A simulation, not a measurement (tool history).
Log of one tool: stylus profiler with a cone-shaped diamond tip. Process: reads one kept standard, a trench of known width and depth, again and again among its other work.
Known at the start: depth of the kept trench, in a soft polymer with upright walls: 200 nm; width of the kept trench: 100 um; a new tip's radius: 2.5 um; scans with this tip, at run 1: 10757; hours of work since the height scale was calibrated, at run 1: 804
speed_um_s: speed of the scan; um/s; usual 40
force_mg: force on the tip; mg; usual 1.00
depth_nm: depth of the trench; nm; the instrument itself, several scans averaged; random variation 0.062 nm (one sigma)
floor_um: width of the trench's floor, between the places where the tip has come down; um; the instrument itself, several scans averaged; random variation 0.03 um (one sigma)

run	hour	speed_um_s	force_mg	scans with this tip	hours of work since the height scale was calibrated	depth_nm	floor_um
1	0.0	40	1.00	10757	804	200.64	97.28
2	40.3	46	1.00	10984	821	200.67	97.26
3	80.5	40	2.58	11211	838	201.53	97.44
4	127.9	40	2.58	11478	858	201.54	97.37
5	169.7	40	2.58	11713	875	201.53	97.32
6	204.3	40	2.58	11909	890	201.48	97.43
7	254.3	13	1.00	12190	911	200.65	97.47
8	299.9	13	1.00	12447	930	200.65	97.45
# hour 305.5: height scale calibrated on a step standard
9	331.1	13	1.00	12620	11	200.44	97.50
10	360.6	13	1.00	12786	23	200.39	97.46
11	385.1	49	1.00	12924	34	200.47	97.20
12	415.9	49	1.00	13098	47	200.53	97.19
# hour 451.8: new tip fitted, height scale calibrated
13	453.4	56	1.00	9	1	201.08	97.63
14	502.5	56	0.94	286	21	201.07	97.50
15	536.9	22	0.97	479	36	200.95	97.84
# hour 593.4: height scale calibrated on a step standard, once more
16	593.4	22	1.90	795	0	201.45	97.82
17	628.5	16	1.82	993	15	201.33	97.84
18	660.7	52	0.70	1174	28	200.71	97.50
19	699.0	32	0.64	1390	44	200.62	97.63
20	736.9	28	1.88	1604	60	201.34	97.78
21	777.7	13	2.46	1834	78	201.70	97.84

The same runs without the tool's hidden state, with the same run-to-run variation:
The hidden state here: radius of the tip, um; height scale over the true one, %; drift of the gauge itself on depth_nm, %; drift of the gauge itself on floor_um, %.
run	depth_nm	floor_um
1	200.96	97.70
2	201.00	97.69
3	201.87	97.88
4	201.89	97.82
5	201.88	97.77
6	201.85	97.89
7	201.02	97.94
8	201.02	97.94
9	201.01	97.99
10	200.96	97.95
11	201.05	97.70
12	201.12	97.70
13	201.01	97.66
14	201.01	97.55
15	200.89	97.90
16	201.52	97.90
17	201.40	97.92
18	200.79	97.59
19	200.71	97.73
20	201.44	97.89
21	201.81	97.96

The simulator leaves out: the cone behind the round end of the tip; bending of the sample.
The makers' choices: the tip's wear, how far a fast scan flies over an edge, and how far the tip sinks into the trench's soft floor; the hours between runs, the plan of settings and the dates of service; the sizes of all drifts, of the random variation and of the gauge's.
